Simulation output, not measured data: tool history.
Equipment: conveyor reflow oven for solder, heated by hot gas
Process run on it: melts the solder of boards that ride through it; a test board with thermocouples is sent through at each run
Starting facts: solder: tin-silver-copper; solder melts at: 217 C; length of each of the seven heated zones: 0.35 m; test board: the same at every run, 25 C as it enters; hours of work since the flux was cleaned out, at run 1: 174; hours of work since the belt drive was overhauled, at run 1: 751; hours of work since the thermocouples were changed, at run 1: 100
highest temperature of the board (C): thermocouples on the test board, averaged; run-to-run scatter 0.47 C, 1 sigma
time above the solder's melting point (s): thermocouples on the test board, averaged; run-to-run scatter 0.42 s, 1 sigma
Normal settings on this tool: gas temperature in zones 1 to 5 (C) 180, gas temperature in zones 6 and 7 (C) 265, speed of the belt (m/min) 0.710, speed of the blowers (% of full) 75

run	hour	gas temperature in zones 1 to 5 (C)	gas temperature in zones 6 and 7 (C)	speed of the belt (m/min)	speed of the blowers (% of full)	hours of work since the flux was cleaned out	hours of work since the belt drive was overhauled	hours of work since the thermocouples were changed	highest temperature of the board (C)	time above the solder's melting point (s)
1	0.0	180	265	0.710	75	174	751	100	253.2	48.3
2	50.5	180	265	0.710	75	198	775	124	253.8	47.9
# hour 87.0: belt drive overhauled, speed set with a stopwatch
3	114.7	180	253	0.710	75	227	13	153	242.4	42.0
4	166.6	180	253	0.710	75	252	38	178	242.1	40.2
5	249.6	180	265	0.710	75	292	78	218	252.9	47.3
6	298.4	180	265	0.710	75	315	102	241	252.3	47.7
7	358.2	180	265	0.710	75	344	130	270	253.2	46.8
8	409.9	180	265	0.710	75	369	155	295	253.2	46.9
9	472.7	180	265	0.710	75	399	185	325	252.2	47.5
# hour 537.9: flux residue cleaned out of gas plates and filters
10	563.7	180	265	0.710	75	12	227	366	252.3	46.9
11	648.7	180	265	0.710	75	53	267	407	251.5	46.9
12	705.2	180	262	0.710	75	80	295	434	248.1	44.6
13	781.8	180	265	0.710	68	117	331	471	249.6	45.1
# hour 843.8: flux residue cleaned out of gas plates and filters, once more
14	853.4	180	265	0.710	68	5	363	503	251.6	46.8
15	922.2	180	265	0.710	68	38	397	536	252.4	47.2
16	996.6	180	265	0.710	68	73	432	572	251.1	47.7
17	1063.6	180	265	0.710	68	106	464	604	250.7	46.8
18	1154.7	190	272	0.595	66	149	508	648	262.8	66.2
19	1215.1	174	265	0.754	57	178	537	677	245.7	37.7
20	1275.3	177	276	0.601	80	207	566	706	265.9	62.4
21	1316.0	177	269	0.601	68	227	586	725	257.0	58.9
22	1393.9	180	256	0.710	75	264	623	763	243.0	42.3
23	1432.4	183	266	0.795	75	283	642	781	249.0	41.5
24	1483.6	183	266	0.767	75	307	666	806	250.1	42.8
25	1523.0	180	258	0.710	82	326	685	825	245.5	44.0
26	1597.1	180	274	0.710	57	362	721	860	255.5	48.8
27	1677.4	179	265	0.710	75	401	759	899	250.2	46.7
28	1725.7	170	265	0.710	75	424	783	922	248.6	42.6
# hour 1741.6: flux residue cleaned out of gas plates and filters
# hour 1752.9: belt drive overhauled, speed set with a stopwatch
29	1783.4	170	260	0.710	75	18	15	946	244.7	40.7
30	1840.6	170	263	0.849	70	46	42	973	242.0	30.1
31	1922.4	173	265	0.764	52	85	81	1012	243.4	34.2

Selected run-to-run steps in highest temperature of the board (C), each split into two signed amounts: the part the tool would show with no hidden state at all (from settings, incoming material and random variation), and the remainder, which goes to the hidden state together with any gauge scatter not common to the measured and the hidden-state-free results:
Hidden state at play: heat that the gas passes to the board, % of a clean oven's; belt's true speed, % of the reading; true gas temperature in zones 6 and 7 over the reading, C; drift of the gauge itself on peak_c, C; drift of the gauge itself on liquid_s, %.
Run 9 -> 10: flux residue cleaned out of gas plates and filters. highest temperature of the board (C) +0.1: hidden state -0.8, all else +0.9.
Run 13 -> 14: flux residue cleaned out of gas plates and filters, once more. highest temperature of the board (C) +2.0: hidden state +2.3, all else -0.3.
Run 18 -> 19: gas temperature in zones 1 to 5 (C) 190 -> 174, gas temperature in zones 6 and 7 (C) 272 -> 265, speed of the belt (m/min) 0.595 -> 0.754, speed of the blowers (% of full) 66 -> 57. highest temperature of the board (C) -17.1: hidden state -0.1, all else -17.0.
Run 19 -> 20: gas temperature in zones 1 to 5 (C) 174 -> 177, gas temperature in zones 6 and 7 (C) 265 -> 276, speed of the belt (m/min) 0.754 -> 0.601, speed of the blowers (% of full) 57 -> 80. highest temperature of the board (C) +20.2: hidden state -0.4, all else +20.6.
Run 21 -> 22: gas temperature in zones 1 to 5 (C) 177 -> 180, gas temperature in zones 6 and 7 (C) 269 -> 256, speed of the belt (m/min) 0.601 -> 0.710, speed of the blowers (% of full) 68 -> 75. highest temperature of the board (C) -14.0: hidden state -0.3, all else -13.7.
Run 28 -> 29: gas temperature in zones 6 and 7 (C) 265 -> 260, flux residue cleaned out of gas plates and filters, belt drive overhauled, speed set with a stopwatch. highest temperature of the board (C) -3.9: hidden state +1.2, all else -5.1.
